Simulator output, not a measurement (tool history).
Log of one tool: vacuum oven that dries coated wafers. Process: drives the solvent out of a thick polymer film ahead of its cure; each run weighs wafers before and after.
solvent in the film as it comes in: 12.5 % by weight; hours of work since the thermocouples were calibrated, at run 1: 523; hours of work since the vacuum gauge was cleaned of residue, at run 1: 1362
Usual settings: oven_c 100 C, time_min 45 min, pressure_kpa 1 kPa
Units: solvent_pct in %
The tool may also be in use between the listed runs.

| run | day | oven_c | time_min | pressure_kpa | hours of work since the thermocouples were calibrated | hours of work since the vacuum gauge was cleaned of residue | solvent_pct |
|---|---|---|---|---|---|---|---|
| 1 | 0 | 100 | 45 | 1 | 523 | 1362 | 2.75 |
| 2 | 1.529 | 115 | 45 | 1 | 550 | 1389 | 0.42 |
| 3 | 2.571 | 115 | 45 | 1 | 569 | 1408 | 0.42 |
| 4 | 4.117 | 100 | 45 | 1 | 597 | 1435 | 2.67 |
| 5 | 5.079 | 100 | 45 | 1 | 614 | 1453 | 2.7 |
|  | 7.121 | oven's thermocouples calibrated |
| 6 | 7.229 | 100 | 45 | 1 | 2 | 1490 | 2.66 |
| 7 | 8.912 | 100 | 45 | 1 | 32 | 1520 | 2.67 |
| 8 | 10.475 | 100 | 45 | 1 | 60 | 1548 | 2.68 |
| 9 | 12.046 | 107 | 45 | 1 | 88 | 1576 | 1.28 |
| 10 | 14.038 | 108 | 45 | 1 | 124 | 1612 | 1.09 |
| 11 | 16.246 | 104 | 45 | 1 | 164 | 1651 | 1.82 |
| 12 | 17.867 | 104 | 45 | 1 | 193 | 1680 | 1.76 |
| 13 | 19.092 | 85 | 45 | 1 | 215 | 1702 | 6.57 |
| 14 | 20.571 | 85 | 45 | 1 | 241 | 1729 | 6.53 |
| 15 | 22.142 | 85 | 45 | 1 | 269 | 1757 | 6.52 |
| 16 | 24.504 | 90 | 22 | 3.82 | 311 | 1799 | 8 |
| 17 | 26.358 | 90 | 22 | 3.82 | 345 | 1832 | 8.07 |
| 18 | 27.483 | 89 | 45 | 2.47 | 365 | 1852 | 6.03 |
| 19 | 28.446 | 104 | 45 | 0.93 | 382 | 1870 | 1.74 |
| 20 | 30.558 | 95 | 45 | 0.93 | 420 | 1908 | 3.93 |
| 21 | 32.879 | 95 | 45 | 0.93 | 462 | 1949 | 3.94 |
| 22 | 35.158 | 87 | 62 | 1.1 | 502 | 1990 | 5.05 |
| 23 | 36.429 | 87 | 62 | 1.1 | 525 | 2013 | 5.03 |
| 24 | 38.667 | 101 | 45 | 0.66 | 565 | 2053 | 2.31 |
| 25 | 40.012 | 96 | 51 | 2.44 | 589 | 2077 | 3.69 |
| 26 | 41.242 | 96 | 22 | 1.89 | 611 | 2099 | 6.4 |
| 27 | 43.25 | 103 | 50 | 1.04 | 647 | 2135 | 1.72 |
|  | 43.55 | oven's thermocouples calibrated |
| 28 | 44.775 | 85 | 80 | 1 | 22 | 2161 | 4.58 |
| 29 | 46 | 110 | 27 | 1.2 | 44 | 2183 | 2.03 |

Hidden state at the last listed run before each entry between runs and at the first one after, where it differs:
Between runs 5 and 6: oven's thermocouples calibrated (day 7.121)
  true wafer temperature over the reading, C: -0.04 -> 0.01
Between runs 27 and 28: oven's thermocouples calibrated (day 43.55)
  true wafer temperature over the reading, C: -0.03 -> 0.01

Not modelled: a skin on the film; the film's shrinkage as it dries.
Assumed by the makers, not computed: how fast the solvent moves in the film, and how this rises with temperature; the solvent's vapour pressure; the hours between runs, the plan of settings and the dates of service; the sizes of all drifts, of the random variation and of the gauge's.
